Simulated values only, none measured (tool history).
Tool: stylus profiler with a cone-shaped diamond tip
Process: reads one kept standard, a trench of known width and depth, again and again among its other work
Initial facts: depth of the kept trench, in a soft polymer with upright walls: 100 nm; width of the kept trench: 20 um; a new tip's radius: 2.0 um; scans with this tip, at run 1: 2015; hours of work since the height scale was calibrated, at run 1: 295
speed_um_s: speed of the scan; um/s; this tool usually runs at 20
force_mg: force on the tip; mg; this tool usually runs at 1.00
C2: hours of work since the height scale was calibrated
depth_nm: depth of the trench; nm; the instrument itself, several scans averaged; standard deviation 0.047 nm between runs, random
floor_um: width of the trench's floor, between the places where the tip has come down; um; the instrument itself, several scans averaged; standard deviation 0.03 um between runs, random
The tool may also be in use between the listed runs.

Run 1, day 0.000: usual settings; scans with this tip 2015; C2 295. Result: depth_nm 100.52 nm, floor_um 18.59 um.
Run 2, day 0.367: usual settings; scans with this tip 2051; C2 300. Result: depth_nm 100.63 nm, floor_um 18.61 um.
Run 3, day 0.971: usual settings; scans with this tip 2110; C2 309. Result: depth_nm 100.57 nm, floor_um 18.63 um.
Run 4, day 1.612: usual settings but speed_um_s 30 um/s; scans with this tip 2172; C2 318. Result: depth_nm 100.66 nm, floor_um 18.48 um.
Run 5, day 1.958: usual settings but speed_um_s 30 um/s, force_mg 1.08 mg; scans with this tip 2206; C2 323. Result: depth_nm 100.56 nm, floor_um 18.53 um.
Run 6, day 2.304: usual settings but force_mg 0.70 mg; scans with this tip 2239; C2 328. Result: depth_nm 100.50 nm, floor_um 18.53 um.
Run 7, day 2.712: usual settings but force_mg 0.70 mg; scans with this tip 2279; C2 334. Result: depth_nm 100.41 nm, floor_um 18.55 um.
Run 8, day 3.329: usual settings but force_mg 0.77 mg; scans with this tip 2339; C2 343. Result: depth_nm 100.49 nm, floor_um 18.55 um.
Run 9, day 3.788: usual settings but force_mg 0.77 mg; scans with this tip 2384; C2 349. Result: depth_nm 100.50 nm, floor_um 18.61 um.
Run 10, day 4.279: usual settings but speed_um_s 17 um/s, force_mg 0.77 mg; scans with this tip 2432; C2 356. Result: depth_nm 100.55 nm, floor_um 18.62 um.
Run 11, day 4.550: usual settings but speed_um_s 76 um/s; scans with this tip 2458; C2 360. Result: depth_nm 100.58 nm, floor_um 18.15 um.
Run 12, day 5.083: usual settings; scans with this tip 2510; C2 368. Result: depth_nm 100.59 nm, floor_um 18.58 um.
Run 13, day 5.642: usual settings; scans with this tip 2564; C2 376. Result: depth_nm 100.50 nm, floor_um 18.62 um.
Run 14, day 6.271: usual settings but speed_um_s 18 um/s, force_mg 0.76 mg; scans with this tip 2626; C2 385. Result: depth_nm 100.37 nm, floor_um 18.62 um.
Run 15, day 6.658: usual settings but speed_um_s 5 um/s, force_mg 2.00 mg; scans with this tip 2663; C2 390. Result: depth_nm 100.93 nm, floor_um 18.68 um.
Run 16, day 7.292: usual settings but speed_um_s 5 um/s, force_mg 2.00 mg; scans with this tip 2725; C2 399. Result: depth_nm 100.92 nm, floor_um 18.68 um.
Run 17, day 7.862: usual settings but speed_um_s 5 um/s, force_mg 2.00 mg; scans with this tip 2781; C2 407. Result: depth_nm 100.96 nm, floor_um 18.73 um.
Run 18, day 8.362: usual settings but speed_um_s 8 um/s, force_mg 2.12 mg; scans with this tip 2829; C2 414. Result: depth_nm 100.97 nm, floor_um 18.70 um.
Run 19, day 8.883: usual settings but speed_um_s 61 um/s, force_mg 1.23 mg; scans with this tip 2880; C2 422. Result: depth_nm 100.66 nm, floor_um 18.30 um.
Run 20, day 9.204: usual settings but speed_um_s 17 um/s, force_mg 0.65 mg; scans with this tip 2911; C2 426. Result: depth_nm 100.40 nm, floor_um 18.59 um.
Run 21, day 9.762: usual settings but speed_um_s 22 um/s, force_mg 0.47 mg; scans with this tip 2966; C2 434. Result: depth_nm 100.37 nm, floor_um 18.42 um.
Run 22, day 10.375: usual settings but speed_um_s 75 um/s, force_mg 2.09 mg; scans with this tip 3025; C2 443. Result: depth_nm 100.93 nm, floor_um 18.36 um.
Run 23, day 10.817: usual settings but speed_um_s 38 um/s, force_mg 1.01 mg; scans with this tip 3068; C2 449. Result: depth_nm 100.55 nm, floor_um 18.42 um.
Run 24, day 11.404: usual settings but speed_um_s 8 um/s, force_mg 2.49 mg; scans with this tip 3125; C2 458. Result: depth_nm 101.09 nm, floor_um 18.70 um.
Run 25, day 11.738: usual settings but speed_um_s 8 um/s, force_mg 2.49 mg; scans with this tip 3158; C2 462. Result: depth_nm 101.08 nm, floor_um 18.67 um.
Run 26, day 12.262: usual settings but speed_um_s 5 um/s, force_mg 0.48 mg; scans with this tip 3209; C2 470. Result: depth_nm 100.28 nm, floor_um 18.68 um.

Here are 5 independent what-if runs from the current tool condition. What would each one return?
Run A, day 12.621: usual settings but force_mg 1.14 mg; scans with this tip 3244; C2 475. Result: depth_nm ?, floor_um ?.
Run B, day 12.621: usual settings but speed_um_s 5 um/s, force_mg 1.69 mg; scans with this tip 3244; C2 475. Result: depth_nm ?, floor_um ?.
Run C, day 12.621: usual settings but speed_um_s 31 um/s; scans with this tip 3244; C2 475. Result: depth_nm ?, floor_um ?.
Run D, day 12.621: usual settings but force_mg 0.35 mg; scans with this tip 3244; C2 475. Result: depth_nm ?, floor_um ?.
Run E, day 12.621: usual settings but speed_um_s 5 um/s, force_mg 2.54 mg; scans with this tip 3244; C2 475. Result: depth_nm ?, floor_um ?.

run  depth_nm  floor_um
  A    100.77     18.66
  B    100.80     18.72
  C    100.54     18.55
  D    100.29     18.50
  E    101.10     18.66
With no hidden state in the tool, these same runs would have given:
run  depth_nm  floor_um
  A    100.77     18.66
  B    100.80     18.72
  C    100.55     18.55
  D    100.30     18.51
  E    101.10     18.66
